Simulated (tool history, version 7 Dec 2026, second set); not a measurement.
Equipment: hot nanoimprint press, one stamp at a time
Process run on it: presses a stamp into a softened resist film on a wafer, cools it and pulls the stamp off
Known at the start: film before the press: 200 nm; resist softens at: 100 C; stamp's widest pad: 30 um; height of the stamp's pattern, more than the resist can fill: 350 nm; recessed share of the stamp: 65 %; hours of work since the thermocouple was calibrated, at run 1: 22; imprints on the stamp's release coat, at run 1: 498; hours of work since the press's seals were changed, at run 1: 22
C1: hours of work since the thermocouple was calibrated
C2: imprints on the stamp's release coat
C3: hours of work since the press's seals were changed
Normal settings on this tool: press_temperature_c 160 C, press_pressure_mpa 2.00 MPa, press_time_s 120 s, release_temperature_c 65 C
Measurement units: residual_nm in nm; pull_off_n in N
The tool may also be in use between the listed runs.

run 1 hour=0.0 | press_temperature_c=160 press_pressure_mpa=2.00 press_time_s=120 release_temperature_c=65 | C1=22 C2=498 C3=22 | residual_nm=109.9 pull_off_n=174
run 2 hour=78.3 | press_temperature_c=165 press_pressure_mpa=2.00 press_time_s=120 release_temperature_c=65 | C1=63 C2=646 C3=63 | residual_nm=84.2 pull_off_n=178
run 3 hour=128.6 | press_temperature_c=160 press_pressure_mpa=2.00 press_time_s=120 release_temperature_c=65 | C1=89 C2=741 C3=89 | residual_nm=108.5 pull_off_n=178
run 4 hour=164.3 | press_temperature_c=172 press_pressure_mpa=2.00 press_time_s=120 release_temperature_c=65 | C1=108 C2=808 C3=108 | residual_nm=56.9 pull_off_n=178
run 5 hour=241.3 | press_temperature_c=172 press_pressure_mpa=2.00 press_time_s=120 release_temperature_c=65 | C1=148 C2=953 C3=148 | residual_nm=57.1 pull_off_n=182
run 6 hour=294.7 | press_temperature_c=160 press_pressure_mpa=2.00 press_time_s=120 release_temperature_c=61 | C1=176 C2=1054 C3=176 | residual_nm=107.0 pull_off_n=198
run 7 hour=372.6 | press_temperature_c=160 press_pressure_mpa=1.35 press_time_s=120 release_temperature_c=61 | C1=216 C2=1201 C3=216 | residual_nm=122.5 pull_off_n=204
run 8 hour=440.2 | press_temperature_c=160 press_pressure_mpa=1.35 press_time_s=120 release_temperature_c=61 | C1=251 C2=1329 C3=251 | residual_nm=121.3 pull_off_n=199
run 9 hour=518.7 | press_temperature_c=166 press_pressure_mpa=2.00 press_time_s=120 release_temperature_c=65 | C1=292 C2=1477 C3=292 | residual_nm=76.4 pull_off_n=186
run 10 hour=553.2 | press_temperature_c=166 press_pressure_mpa=1.62 press_time_s=120 release_temperature_c=65 | C1=310 C2=1542 C3=310 | residual_nm=83.1 pull_off_n=192
run 11 hour=605.0 | press_temperature_c=157 press_pressure_mpa=2.00 press_time_s=120 release_temperature_c=65 | C1=337 C2=1640 C3=337 | residual_nm=121.2 pull_off_n=195
run 12 hour=650.4 | press_temperature_c=157 press_pressure_mpa=2.00 press_time_s=120 release_temperature_c=65 | C1=361 C2=1725 C3=361 | residual_nm=121.4 pull_off_n=195
run 13 hour=690.9 | press_temperature_c=157 press_pressure_mpa=2.00 press_time_s=120 release_temperature_c=65 | C1=382 C2=1802 C3=382 | residual_nm=120.4 pull_off_n=198
-- hour=720.6 plate thermocouple calibrated
run 14 hour=728.8 | press_temperature_c=157 press_pressure_mpa=2.00 press_time_s=190 release_temperature_c=65 | C1=4 C2=1868 C3=400 | residual_nm=99.4 pull_off_n=194
run 15 hour=774.9 | press_temperature_c=157 press_pressure_mpa=2.00 press_time_s=190 release_temperature_c=65 | C1=28 C2=1955 C3=424 | residual_nm=98.6 pull_off_n=188
run 16 hour=853.5 | press_temperature_c=152 press_pressure_mpa=2.58 press_time_s=129 release_temperature_c=61 | C1=69 C2=2103 C3=465 | residual_nm=132.0 pull_off_n=213
-- hour=901.8 plate thermocouple calibrated, once more
run 17 hour=934.0 | press_temperature_c=160 press_pressure_mpa=1.86 press_time_s=141 release_temperature_c=59 | C1=17 C2=2249 C3=505 | residual_nm=108.2 pull_off_n=237
run 18 hour=991.7 | press_temperature_c=160 press_pressure_mpa=2.31 press_time_s=127 release_temperature_c=52 | C1=47 C2=2358 C3=535 | residual_nm=103.8 pull_off_n=275
-- hour=1025.7 stamp cleaned and given a new release coat
run 19 hour=1031.3 | press_temperature_c=171 press_pressure_mpa=2.44 press_time_s=97 release_temperature_c=56 | C1=64 C2=10 C3=553 | residual_nm=62.0 pull_off_n=194
run 20 hour=1078.8 | press_temperature_c=171 press_pressure_mpa=2.44 press_time_s=97 release_temperature_c=56 | C1=89 C2=100 C3=577 | residual_nm=61.8 pull_off_n=193
run 21 hour=1133.2 | press_temperature_c=151 press_pressure_mpa=2.00 press_time_s=120 release_temperature_c=50 | C1=117 C2=203 C3=606 | residual_nm=161.2 pull_off_n=221
run 22 hour=1198.2 | press_temperature_c=168 press_pressure_mpa=1.24 press_time_s=95 release_temperature_c=62 | C1=151 C2=325 C3=639 | residual_nm=96.0 pull_off_n=179

The next listed run, before its measurement:
run 23 hour=1268.5 | press_temperature_c=168 press_pressure_mpa=2.90 press_time_s=95 release_temperature_c=61 | C1=188 C2=458 C3=676 | residual_nm=? pull_off_n=?

Logged for run 23: residual_nm 67.3 nm, pull_off_n 192 N.
Had the tool carried no hidden state, the very same run would have given residual_nm 67.6 nm, pull_off_n 184 N.
